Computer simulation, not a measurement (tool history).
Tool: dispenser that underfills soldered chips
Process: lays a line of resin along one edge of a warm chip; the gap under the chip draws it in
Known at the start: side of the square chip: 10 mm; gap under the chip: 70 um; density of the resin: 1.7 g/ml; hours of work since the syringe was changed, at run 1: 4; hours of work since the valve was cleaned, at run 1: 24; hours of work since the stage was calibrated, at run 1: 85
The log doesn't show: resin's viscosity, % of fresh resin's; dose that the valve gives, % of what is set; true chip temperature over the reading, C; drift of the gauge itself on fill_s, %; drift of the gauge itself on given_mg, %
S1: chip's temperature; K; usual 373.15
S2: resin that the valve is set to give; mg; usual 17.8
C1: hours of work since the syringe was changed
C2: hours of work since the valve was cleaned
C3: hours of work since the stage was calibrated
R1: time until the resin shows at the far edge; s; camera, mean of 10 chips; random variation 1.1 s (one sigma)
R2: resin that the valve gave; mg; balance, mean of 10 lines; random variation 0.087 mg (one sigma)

run    day      S1    S2  C1  C2   C3     R1     R2
  1      0  373.15  17.8   4  24   85  127.3  17.42
  2  0.171  373.15  17.8   7  27   88  138.8  17.29
     0.262  -- new syringe of resin
  3  0.492  373.15  15.6   3  31   92  127.8  15.24
  4  0.662  373.15  15.6   6  34   95  141.2  15.19
     0.779  -- new syringe of resin
  5  0.992  373.15  15.6   3  38  100  128.4  14.95
  6  1.221  373.15  15.6   7  42  103  144.8  14.93
     1.292  -- new syringe of resin
  7  1.412  373.15  17.8   2  45  106    117  16.97
  8  1.554  373.15  17.8   4  47  108    131  17.07
  9    1.7  373.15  17.8   6  49  110    139  16.93
     1.796  -- new syringe of resin
 10  1.925  385.15  17.8   2  52  113     83  16.93
 11  2.125  373.15  17.8   5  55  116  132.6  16.94
     2.308  -- new syringe of resin
 12  2.338  373.15  17.8   0  58  119  114.8  16.89
 13    2.6  373.15  19.7   4  62  123  128.9   18.5
     2.817  -- new syringe of resin
 14  2.875  373.15  17.8   1  66  127  116.7  16.66
 15  3.021  371.15  17.8   3  68  129    133  16.67
 16  3.233  371.15  17.8   6  72  133  150.9   16.6
     3.312  -- new syringe of resin
 17  3.467  363.15  18.6   2  75  136  164.5   17.2
 18  3.696  370.15  17.8   6  78  139  153.6  16.49
     3.825  -- dispensing valve cleaned and set on the balance
     3.867  -- new syringe of resin
 19  3.925  360.15    16   1   1  142  183.2  16.01
 20  4.225  360.15    16   5   6  147  211.4  15.83
     4.379  -- new syringe of resin
 21  4.396  386.15  15.8   0   8  149   79.6  15.58
 22  4.683  363.15  22.8   5  13  153    183  22.39
 23  4.854  365.15  15.7   7  15  156  192.5  15.47
     4.888  -- new syringe of resin
 24      5  365.15  15.7   2  17  158  159.3  15.46
 25  5.142  375.15  15.7   4  19  160  126.4  15.43
     5.392  -- new syringe of resin
 26  5.396  370.15  18.7   0  23  164  126.2  18.42
 27  5.704  370.15  18.7   5  28  168  147.3  18.21
     5.904  -- new syringe of resin
 28   5.95  374.15  16.6   1  31  172  115.7  16.19
 29  6.158  365.15  22.4   4  34  175  161.4  21.59
 30  6.354  365.15  22.4   7  37  178  179.2  21.54
     6.421  -- new syringe of resin
 31  6.617  359.15  17.8   3  41  182  200.4  16.97
     6.921  -- new syringe of resin
 32  6.942  384.15  22.6   0  46  186   77.5  21.55

Hidden state at the last listed run before each entry between runs and at the first one after, where it differs:
Between runs 2 and 3: new syringe of resin (day 0.262)
  resin's viscosity, % of fresh resin's: 126.2 -> 112.5; dose that the valve gives, % of what is set: 97.42 -> 96.96; true chip temperature over the reading, C: -0.86 -> -0.9
  measured less the result without the state, R1: +32.1 -> +18.4 s; R2: -0.45 -> -0.48 mg
Between runs 4 and 5: new syringe of resin (day 0.779)
  resin's viscosity, % of fresh resin's: 122.9 -> 111; dose that the valve gives, % of what is set: 96.72 -> 96.26; true chip temperature over the reading, C: -0.92 -> -0.95
  measured less the result without the state, R1: +30.6 -> +17.4 s; R2: -0.51 -> -0.58 mg
Between runs 6 and 7: new syringe of resin (day 1.292)
  resin's viscosity, % of fresh resin's: 124.9 -> 107.3; dose that the valve gives, % of what is set: 95.95 -> 95.67; true chip temperature over the reading, C: -0.98 -> -1
  measured less the result without the state, R1: +33.8 -> +12.1 s; R2: -0.63 -> -0.77 mg
Between runs 9 and 10: new syringe of resin (day 1.796)
  resin's viscosity, % of fresh resin's: 124.5 -> 106; dose that the valve gives, % of what is set: 95.23 -> 94.91; true chip temperature over the reading, C: -1.04 -> -1.06
  measured less the result without the state, R1: +31.7 -> +7.9 s; R2: -0.85 -> -0.91 mg
Between runs 11 and 12: new syringe of resin (day 2.308)
  resin's viscosity, % of fresh resin's: 117.4 -> 102.6; dose that the valve gives, % of what is set: 94.63 -> 94.34; true chip temperature over the reading, C: -1.09 -> -1.11
  measured less the result without the state, R1: +24.6 -> +7.9 s; R2: -0.96 -> -1.01 mg
Between runs 13 and 14: new syringe of resin (day 2.817)
  resin's viscosity, % of fresh resin's: 117.4 -> 103; dose that the valve gives, % of what is set: 93.97 -> 93.54; true chip temperature over the reading, C: -1.14 -> -1.17
  measured less the result without the state, R1: +23.6 -> +8.8 s; R2: -1.19 -> -1.15 mg
Between runs 16 and 17: new syringe of resin (day 3.312)
  resin's viscosity, % of fresh resin's: 124 -> 108.9; dose that the valve gives, % of what is set: 93.01 -> 92.69; true chip temperature over the reading, C: -1.22 -> -1.25
  measured less the result without the state, R1: +35.5 -> +21.1 s; R2: -1.24 -> -1.35 mg
Between runs 18 and 19: dispensing valve cleaned and set on the balance (day 3.825); new syringe of resin (day 3.867)
  resin's viscosity, % of fresh resin's: 122.5 -> 103.3; dose that the valve gives, % of what is set: 92.35 -> 99.62; true chip temperature over the reading, C: -1.27 -> -1.29
  measured less the result without the state, R1: +35 -> +13.5 s; R2: -1.36 -> -0.06 mg
Between runs 20 and 21: new syringe of resin (day 4.379)
  resin's viscosity, % of fresh resin's: 120.8 -> 101.9; dose that the valve gives, % of what is set: 99.19 -> 98.96; true chip temperature over the reading, C: -1.33 -> -1.34
  measured less the result without the state, R1: +44.3 -> +4.8 s; R2: -0.13 -> -0.17 mg
Between runs 23 and 24: new syringe of resin (day 4.888)
  resin's viscosity, % of fresh resin's: 129 -> 107.1; dose that the valve gives, % of what is set: 98.27 -> 98.08; true chip temperature over the reading, C: -1.4 -> -1.41
  measured less the result without the state, R1: +50.6 -> +18.1 s; R2: -0.27 -> -0.3 mg
Between runs 25 and 26: new syringe of resin (day 5.392)
  resin's viscosity, % of fresh resin's: 115 -> 102.7; dose that the valve gives, % of what is set: 97.85 -> 97.44; true chip temperature over the reading, C: -1.43 -> -1.46
  measured less the result without the state, R1: +21.9 -> +9.1 s; R2: -0.34 -> -0.49 mg
Between runs 27 and 28: new syringe of resin (day 5.904)
  resin's viscosity, % of fresh resin's: 120.3 -> 103; dose that the valve gives, % of what is set: 97 -> 96.64; true chip temperature over the reading, C: -1.49 -> -1.52
  measured less the result without the state, R1: +31 -> +9.4 s; R2: -0.57 -> -0.56 mg
Between runs 30 and 31: new syringe of resin (day 6.421)
  resin's viscosity, % of fresh resin's: 126.6 -> 112.2; dose that the valve gives, % of what is set: 96.08 -> 95.7; true chip temperature over the reading, C: -1.57 -> -1.6
  measured less the result without the state, R1: +45 -> +32.5 s; R2: -0.88 -> -0.76 mg
Between runs 31 and 32: new syringe of resin (day 6.921)
  resin's viscosity, % of fresh resin's: 112.2 -> 99.3; dose that the valve gives, % of what is set: 95.7 -> 95.27; true chip temperature over the reading, C: -1.6 -> -1.64
  measured less the result without the state, R1: +32.5 -> +3.3 s; R2: -0.76 -> -1.07 mg

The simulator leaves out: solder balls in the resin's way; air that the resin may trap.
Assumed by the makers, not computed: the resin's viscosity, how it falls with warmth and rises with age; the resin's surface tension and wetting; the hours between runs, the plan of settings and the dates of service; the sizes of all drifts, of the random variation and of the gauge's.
